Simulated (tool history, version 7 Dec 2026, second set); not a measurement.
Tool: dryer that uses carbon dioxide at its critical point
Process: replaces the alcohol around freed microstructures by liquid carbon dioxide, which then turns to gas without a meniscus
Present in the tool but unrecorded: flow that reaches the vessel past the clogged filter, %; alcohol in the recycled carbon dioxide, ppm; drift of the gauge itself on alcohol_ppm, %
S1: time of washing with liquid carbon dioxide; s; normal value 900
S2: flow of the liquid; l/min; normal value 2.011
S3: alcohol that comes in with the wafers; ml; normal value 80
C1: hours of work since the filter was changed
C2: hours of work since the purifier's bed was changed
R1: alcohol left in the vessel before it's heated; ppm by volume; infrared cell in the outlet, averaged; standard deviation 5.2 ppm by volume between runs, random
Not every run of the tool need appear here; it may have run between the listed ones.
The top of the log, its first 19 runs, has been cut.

Run 20, hour 424.2: usual settings; C1 245; C2 589. Result: R1 252 ppm by volume.
At hour 440.0: inlet filter changed.
Run 21, hour 448.2: usual settings but S3 56 ml; C1 4; C2 599. Result: R1 141 ppm by volume.
Run 22, hour 470.3: usual settings but S3 56 ml; C1 14; C2 609. Result: R1 133 ppm by volume.
Run 23, hour 492.4: usual settings but S1 660 s, S2 2.410 l/min, S3 41 ml; C1 24; C2 620. Result: R1 180 ppm by volume.
Run 24, hour 517.7: usual settings but S1 1200 s, S2 1.710 l/min, S3 41 ml; C1 35; C2 631. Result: R1 115 ppm by volume.
Run 25, hour 547.2: usual settings but S1 1200 s, S2 1.870 l/min, S3 31 ml; C1 49; C2 645. Result: R1 90 ppm by volume.
Run 26, hour 566.3: usual settings but S1 720 s, S2 1.720 l/min, S3 24 ml; C1 58; C2 653. Result: R1 243 ppm by volume.
Run 27, hour 585.8: usual settings but S1 960 s, S2 1.720 l/min, S3 24 ml; C1 66; C2 662. Result: R1 141 ppm by volume.
Run 28, hour 602.2: usual settings but S2 1.390 l/min, S3 43 ml; C1 74; C2 670. Result: R1 399 ppm by volume.
Run 29, hour 622.3: usual settings but S1 1260 s; C1 83; C2 679. Result: R1 107 ppm by volume.
Run 30, hour 643.2: usual settings but S1 960 s, S3 50 ml; C1 93; C2 688. Result: R1 126 ppm by volume.
Run 31, hour 659.4: usual settings but S1 1380 s, S3 114 ml; C1 100; C2 696. Result: R1 93 ppm by volume.
Run 32, hour 682.6: usual settings but S1 1380 s, S3 114 ml; C1 110; C2 706. Result: R1 100 ppm by volume.
Run 33, hour 695.2: usual settings but S1 1380 s, S3 114 ml; C1 116; C2 712. Result: R1 99 ppm by volume.
Run 34, hour 716.9: usual settings but S1 1380 s, S3 114 ml; C1 126; C2 722. Result: R1 93 ppm by volume.
Run 35, hour 731.7: usual settings but S1 1380 s, S3 114 ml; C1 133; C2 728. Result: R1 100 ppm by volume.
Run 36, hour 755.3: usual settings but S1 1380 s, S2 1.370 l/min, S3 114 ml; C1 144; C2 739. Result: R1 256 ppm by volume.
Run 37, hour 775.3: usual settings but S1 1380 s, S2 1.370 l/min, S3 114 ml; C1 153; C2 748. Result: R1 264 ppm by volume.
Run 38, hour 795.7: usual settings but S1 720 s, S2 1.760 l/min; C1 162; C2 758. Result: R1 704 ppm by volume.
Run 39, hour 811.9: usual settings but S1 720 s, S2 1.760 l/min, S3 36 ml; C1 169; C2 765. Result: R1 387 ppm by volume.
Run 40, hour 833.3: usual settings but S1 1440 s, S2 2.090 l/min, S3 90 ml; C1 179; C2 775. Result: R1 103 ppm by volume.
Run 41, hour 861.4: usual settings but S1 1020 s, S2 2.630 l/min, S3 37 ml; C1 192; C2 788. Result: R1 100 ppm by volume.
Run 42, hour 887.4: usual settings but S1 600 s, S2 1.620 l/min, S3 30 ml; C1 204; C2 799. Result: R1 670 ppm by volume.
Run 43, hour 900.5: usual settings but S1 600 s, S2 1.620 l/min, S3 30 ml; C1 210; C2 805. Result: R1 674 ppm by volume.

Forecast each of these 5 alternatives for the next run:
Run A, hour 928.8: usual settings but S1 600 s, S2 1.240 l/min, S3 61 ml; C1 223; C2 818. Result: R1 ?.
Run B, hour 928.8: usual settings but S2 1.820 l/min, S3 83 ml; C1 223; C2 818. Result: R1 ?.
Run C, hour 928.8: usual settings but S2 2.860 l/min, S3 20 ml; C1 223; C2 818. Result: R1 ?.
Run D, hour 928.8: usual settings but S1 600 s, S2 1.510 l/min, S3 65 ml; C1 223; C2 818. Result: R1 ?.
Run E, hour 928.8: usual settings but S2 2.050 l/min; C1 223; C2 818. Result: R1 ?.

run    R1
  A  2315
  B   378
  C    96
  D  1631
  E   244
Without the tool's unlogged condition, the same runs would have read:
run    R1
  A  1698
  B   159
  C     0
  D  1107
  E    74
